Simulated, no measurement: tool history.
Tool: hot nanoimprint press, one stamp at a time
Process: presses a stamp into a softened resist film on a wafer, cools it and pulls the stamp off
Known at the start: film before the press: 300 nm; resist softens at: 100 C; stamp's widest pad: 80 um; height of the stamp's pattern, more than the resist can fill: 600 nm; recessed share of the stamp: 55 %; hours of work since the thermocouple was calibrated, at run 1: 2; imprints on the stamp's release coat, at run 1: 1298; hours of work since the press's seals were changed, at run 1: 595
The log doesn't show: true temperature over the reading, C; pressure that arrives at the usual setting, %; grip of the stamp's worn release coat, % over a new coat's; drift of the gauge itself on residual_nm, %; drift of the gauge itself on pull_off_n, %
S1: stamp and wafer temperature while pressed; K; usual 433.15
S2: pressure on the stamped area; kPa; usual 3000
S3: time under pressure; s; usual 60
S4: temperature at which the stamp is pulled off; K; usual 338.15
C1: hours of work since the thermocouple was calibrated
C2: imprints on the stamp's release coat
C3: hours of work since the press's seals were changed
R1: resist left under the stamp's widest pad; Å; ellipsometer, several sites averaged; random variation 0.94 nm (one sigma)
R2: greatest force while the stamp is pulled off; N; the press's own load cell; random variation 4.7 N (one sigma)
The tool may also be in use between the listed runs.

run,hour,S1,S2,S3,S4,C1,C2,C3,R1,R2
1,0.0,433.15,3000,60,338.15,2,1298,595,1332,269
2,70.6,433.15,3000,60,338.15,51,1488,645,1304,275
# hour 100.4: stamp cleaned and given a new release coat
3,115.7,433.15,3000,106,338.15,78,41,672,1021,242
4,154.6,433.15,3000,106,338.15,105,145,699,1001,252
5,229.7,433.15,4780,60,338.15,157,347,751,1022,241
6,302.3,433.15,4780,60,338.15,208,542,802,1019,241
7,364.8,433.15,3000,90,338.15,252,710,845,1029,253
8,416.9,433.15,3000,60,338.15,288,850,882,1203,249
# hour 461.6: press's hydraulic seals changed and the load cell set to zero
9,471.5,433.15,3000,60,338.15,320,975,7,1167,261
10,513.3,433.15,3000,60,330.15,349,1088,36,1169,272
# hour 569.7: plate thermocouple calibrated
11,590.4,433.15,3000,42,340.15,14,1287,88,1258,251
12,645.8,433.15,3000,42,340.15,53,1436,126,1250,258
# hour 693.9: stamp cleaned and given a new release coat
13,709.1,428.15,1800,34,338.15,93,40,166,2105,235
14,793.6,428.15,1800,34,338.15,152,268,225,2081,237
15,851.9,426.15,3280,44,338.15,192,424,266,1752,241
16,939.6,436.15,2100,60,343.15,253,660,327,960,237
# hour 981.6: plate thermocouple calibrated, once more
17,1025.0,441.15,2460,44,338.15,30,881,384,975,258

3 ways to go on from here, each from the tool as it stands after run 17. What would each give?
A,1110.7,433.15,3000,60,345.15,90,1112,444,?,?
B,1110.7,441.15,3680,44,338.15,90,1112,444,?,?
C,1110.7,443.15,2460,44,338.15,90,1112,444,?,?

run,R1,R2
A,1304,251
B,797,271
C,827,274
Without the tool's hidden state the same runs would have given:
run,R1,R2
A,1322,227
B,806,245
C,839,247

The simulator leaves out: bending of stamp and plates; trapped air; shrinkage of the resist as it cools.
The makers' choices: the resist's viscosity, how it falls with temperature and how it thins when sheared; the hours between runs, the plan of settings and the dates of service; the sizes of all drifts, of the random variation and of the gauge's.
